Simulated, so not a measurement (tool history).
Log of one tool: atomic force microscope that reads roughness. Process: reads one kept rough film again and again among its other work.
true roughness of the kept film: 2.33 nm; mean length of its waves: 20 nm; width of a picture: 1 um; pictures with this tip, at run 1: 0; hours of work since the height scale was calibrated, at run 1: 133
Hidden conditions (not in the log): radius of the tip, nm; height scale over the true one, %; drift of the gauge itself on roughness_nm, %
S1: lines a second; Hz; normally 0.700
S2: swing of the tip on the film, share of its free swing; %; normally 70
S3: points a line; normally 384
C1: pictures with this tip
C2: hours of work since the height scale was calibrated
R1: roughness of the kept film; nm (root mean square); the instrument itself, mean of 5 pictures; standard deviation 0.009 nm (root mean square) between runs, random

run,hour,S1,S2,S3,C1,C2,R1
1,0.0,0.700,70,384,0,133,2.016
2,16.7,0.700,70,384,18,141,1.830
3,47.0,0.700,70,384,49,154,1.576
4,61.8,0.700,70,384,65,160,1.462
# hour 65.2: new tip fitted
5,82.1,0.700,70,384,17,168,1.833
6,96.3,0.700,70,384,32,174,1.690
7,122.8,0.700,79,384,60,186,1.489
# hour 129.9: new tip fitted
8,145.4,0.700,79,384,16,195,1.878
9,174.1,0.700,79,384,46,208,1.621
# hour 194.9: new tip fitted
10,207.5,0.700,79,384,13,222,1.851
11,230.2,0.700,79,384,37,231,1.686
12,246.2,3.491,61,496,54,238,1.528
# hour 260.8: new tip fitted
13,270.7,3.491,86,542,11,249,1.673
14,291.8,3.491,86,542,33,258,1.518
15,314.2,2.043,70,808,56,267,1.522
# hour 325.7: new tip fitted
16,347.0,2.139,70,276,22,281,1.729
17,361.9,2.139,70,276,37,287,1.605
18,384.1,1.318,67,334,61,297,1.491
# hour 391.6: new tip fitted
19,417.5,0.700,72,770,27,311,1.772
20,440.4,0.700,72,770,51,321,1.584
# hour 456.8: new tip fitted
21,457.2,2.521,82,384,1,328,1.890
22,481.2,2.229,65,313,26,338,1.718

Consider 4 possible next runs. They are alternatives, not a sequence: every one starts from the tool as it was left by run 22. What does each give?
A,503.0,2.229,65,311,49,347,?
B,503.0,1.672,65,313,49,347,?
C,503.0,2.827,65,307,49,347,?
D,503.0,0.750,70,426,49,347,?

run,R1
A,1.537
B,1.537
C,1.505
D,1.564
Had the tool no hidden state, the same runs would have come out as:
run,R1
A,1.991
B,1.992
C,1.952
D,2.028
